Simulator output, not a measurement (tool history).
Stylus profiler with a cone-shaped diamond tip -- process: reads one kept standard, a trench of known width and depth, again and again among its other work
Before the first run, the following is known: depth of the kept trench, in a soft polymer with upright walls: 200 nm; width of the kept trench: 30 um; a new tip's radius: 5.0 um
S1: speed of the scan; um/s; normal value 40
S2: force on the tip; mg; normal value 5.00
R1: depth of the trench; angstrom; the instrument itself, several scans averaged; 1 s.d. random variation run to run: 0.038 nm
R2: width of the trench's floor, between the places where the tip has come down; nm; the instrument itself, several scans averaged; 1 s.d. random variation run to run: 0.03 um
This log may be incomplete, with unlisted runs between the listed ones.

Run 1, hour 0.0: usual settings. Result: R1 2040.6 angstrom, R2 26000 nm.
Run 2, hour 76.1: usual settings. Result: R1 2041.6 angstrom, R2 25950 nm.
At hour 126.0: new tip fitted, height scale calibrated.
Run 3, hour 158.2: usual settings. Result: R1 2041.5 angstrom, R2 26900 nm.
Run 4, hour 204.7: usual settings but S1 18 um/s. Result: R1 2041.6 angstrom, R2 27050 nm.
Run 5, hour 290.1: usual settings but S1 18 um/s. Result: R1 2041.9 angstrom, R2 26970 nm.
Run 6, hour 359.5: usual settings but S1 18 um/s. Result: R1 2042.3 angstrom, R2 26910 nm.
Run 7, hour 404.8: usual settings but S2 11.15 mg. Result: R1 2071.5 angstrom, R2 26800 nm.
Run 8, hour 505.2: usual settings but S2 11.15 mg. Result: R1 2071.6 angstrom, R2 26750 nm.
Run 9, hour 594.5: usual settings but S2 11.15 mg. Result: R1 2071.9 angstrom, R2 26650 nm.
Run 10, hour 679.3: usual settings but S2 11.15 mg. Result: R1 2072.3 angstrom, R2 26580 nm.
Run 11, hour 724.1: usual settings but S2 11.15 mg. Result: R1 2073.0 angstrom, R2 26560 nm.
Run 12, hour 813.1: usual settings. Result: R1 2044.3 angstrom, R2 26490 nm.
Run 13, hour 896.5: usual settings but S2 2.33 mg. Result: R1 2028.8 angstrom, R2 26330 nm.
Run 14, hour 940.2: usual settings but S1 83 um/s, S2 2.33 mg. Result: R1 2029.2 angstrom, R2 26010 nm.
Run 15, hour 1029.7: usual settings but S1 83 um/s, S2 2.33 mg. Result: R1 2029.6 angstrom, R2 25920 nm.
Run 16, hour 1100.7: usual settings but S1 83 um/s, S2 2.33 mg. Result: R1 2029.6 angstrom, R2 25920 nm.
Run 17, hour 1166.2: usual settings but S1 83 um/s, S2 2.33 mg. Result: R1 2030.5 angstrom, R2 25890 nm.
Run 18, hour 1209.3: usual settings but S1 83 um/s, S2 2.33 mg. Result: R1 2030.7 angstrom, R2 25810 nm.
Run 19, hour 1259.5: usual settings but S1 83 um/s, S2 2.33 mg. Result: R1 2030.9 angstrom, R2 25780 nm.
Run 20, hour 1316.4: usual settings but S1 83 um/s, S2 2.33 mg. Result: R1 2031.3 angstrom, R2 25740 nm.
Run 21, hour 1404.0: usual settings but S2 5.86 mg. Result: R1 2052.8 angstrom, R2 26050 nm.
Run 22, hour 1476.0: usual settings but S1 19 um/s. Result: R1 2048.6 angstrom, R2 26060 nm.
At hour 1575.2: height scale calibrated on a step standard.
Run 23, hour 1575.2: usual settings but S2 7.30 mg. Result: R1 2052.3 angstrom, R2 25950 nm.
Run 24, hour 1652.1: usual settings but S2 7.30 mg. Result: R1 2052.4 angstrom, R2 25910 nm.
Run 25, hour 1713.5: usual settings but S2 7.30 mg. Result: R1 2053.0 angstrom, R2 25850 nm.
At hour 1798.0: new tip fitted, height scale calibrated.
Run 26, hour 1810.5: usual settings but S1 31 um/s, S2 2.69 mg. Result: R1 2025.1 angstrom, R2 27020 nm.
Run 27, hour 1860.8: usual settings but S1 130 um/s, S2 2.31 mg. Result: R1 2023.6 angstrom, R2 26390 nm.
Run 28, hour 1962.3: usual settings but S1 49 um/s, S2 4.79 mg. Result: R1 2039.2 angstrom, R2 26860 nm.
Run 29, hour 2005.1: usual settings but S1 43 um/s, S2 13.71 mg. Result: R1 2079.1 angstrom, R2 26950 nm.
Run 30, hour 2050.6: usual settings but S1 43 um/s, S2 13.71 mg. Result: R1 2080.5 angstrom, R2 26910 nm.
Run 31, hour 2135.2: usual settings but S2 2.12 mg. Result: R1 2024.5 angstrom, R2 26670 nm.
Run 32, hour 2178.3: usual settings but S1 15 um/s, S2 7.50 mg. Result: R1 2054.4 angstrom, R2 26870 nm.
Run 33, hour 2278.5: usual settings but S1 15 um/s, S2 7.50 mg. Result: R1 2053.8 angstrom, R2 26800 nm.
Run 34, hour 2337.9: usual settings but S1 15 um/s, S2 7.50 mg. Result: R1 2055.5 angstrom, R2 26740 nm.
Run 35, hour 2385.8: usual settings but S1 11 um/s, S2 9.37 mg. Result: R1 2064.1 angstrom, R2 26670 nm.

Expected results for the next run?
Run 36, hour 2439.7: usual settings but S1 19 um/s, S2 3.93 mg. Result: R1 ?, R2 ?.

Run 36 measured R1 2037.1 angstrom, R2 26560 nm.
Without the tool's hidden state the same run would have given R1 2034.4 angstrom, R2 27070 nm.
